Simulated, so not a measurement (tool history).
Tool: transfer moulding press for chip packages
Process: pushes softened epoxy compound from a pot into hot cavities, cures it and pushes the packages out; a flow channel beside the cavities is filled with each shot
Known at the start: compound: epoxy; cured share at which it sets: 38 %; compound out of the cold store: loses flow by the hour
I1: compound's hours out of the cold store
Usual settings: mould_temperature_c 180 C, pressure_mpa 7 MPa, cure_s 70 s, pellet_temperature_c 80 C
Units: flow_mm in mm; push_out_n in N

run 1 hour=0 | mould_temperature_c=180 pressure_mpa=7 cure_s=70 pellet_temperature_c=80 | I1=15.4 | flow_mm=529 push_out_n=1079
-- hour=14.4 plunger's sealing rings changed
run 2 hour=15.3 | mould_temperature_c=180 pressure_mpa=7 cure_s=70 pellet_temperature_c=80 | I1=12.5 | flow_mm=565 push_out_n=1170
-- hour=25.5 cavities cleaned with cleaning compound and waxed
run 3 hour=31.7 | mould_temperature_c=177 pressure_mpa=7 cure_s=70 pellet_temperature_c=80 | I1=37.1 | flow_mm=539 push_out_n=811
run 4 hour=45.3 | mould_temperature_c=177 pressure_mpa=7 cure_s=70 pellet_temperature_c=80 | I1=17.2 | flow_mm=575 push_out_n=1041
run 5 hour=56 | mould_temperature_c=177 pressure_mpa=7 cure_s=70 pellet_temperature_c=80 | I1=20.9 | flow_mm=554 push_out_n=1116
run 6 hour=68.1 | mould_temperature_c=177 pressure_mpa=7 cure_s=70 pellet_temperature_c=80 | I1=21.7 | flow_mm=569 push_out_n=1167
run 7 hour=79 | mould_temperature_c=181 pressure_mpa=8.08 cure_s=58 pellet_temperature_c=79 | I1=14.6 | flow_mm=598 push_out_n=1467
run 8 hour=95.3 | mould_temperature_c=180 pressure_mpa=5.22 cure_s=70 pellet_temperature_c=80 | I1=10.7 | flow_mm=484 push_out_n=1067
run 9 hour=110.2 | mould_temperature_c=178 pressure_mpa=8.01 cure_s=70 pellet_temperature_c=86 | I1=35.7 | flow_mm=576 push_out_n=1239
-- hour=118.3 cavities cleaned with cleaning compound and waxed
run 10 hour=119.7 | mould_temperature_c=181 pressure_mpa=5.72 cure_s=62 pellet_temperature_c=86 | I1=9.7 | flow_mm=514 push_out_n=751
run 11 hour=129.5 | mould_temperature_c=180 pressure_mpa=7 cure_s=70 pellet_temperature_c=85 | I1=16.9 | flow_mm=552 push_out_n=729

4 ways to go on from here, each from the tool as it stands after run 11. What would each give?
run A hour=142.6 | mould_temperature_c=187 pressure_mpa=6.08 cure_s=70 pellet_temperature_c=90 | I1=25.6 | flow_mm=? push_out_n=?
run B hour=142.6 | mould_temperature_c=183 pressure_mpa=7 cure_s=57 pellet_temperature_c=80 | I1=20.5 | flow_mm=? push_out_n=?
run C hour=142.6 | mould_temperature_c=180 pressure_mpa=7 cure_s=77 pellet_temperature_c=85 | I1=41.9 | flow_mm=? push_out_n=?
run D hour=142.6 | mould_temperature_c=180 pressure_mpa=7 cure_s=74 pellet_temperature_c=85 | I1=27.7 | flow_mm=? push_out_n=?

run=A flow_mm=488 push_out_n=636
run=B flow_mm=535 push_out_n=1098
run=C flow_mm=512 push_out_n=694
run=D flow_mm=538 push_out_n=750
Without the tool's hidden state the same runs would have given:
run=A flow_mm=503 push_out_n=435
run=B flow_mm=551 push_out_n=763
run=C flow_mm=527 push_out_n=476
run=D flow_mm=554 push_out_n=519

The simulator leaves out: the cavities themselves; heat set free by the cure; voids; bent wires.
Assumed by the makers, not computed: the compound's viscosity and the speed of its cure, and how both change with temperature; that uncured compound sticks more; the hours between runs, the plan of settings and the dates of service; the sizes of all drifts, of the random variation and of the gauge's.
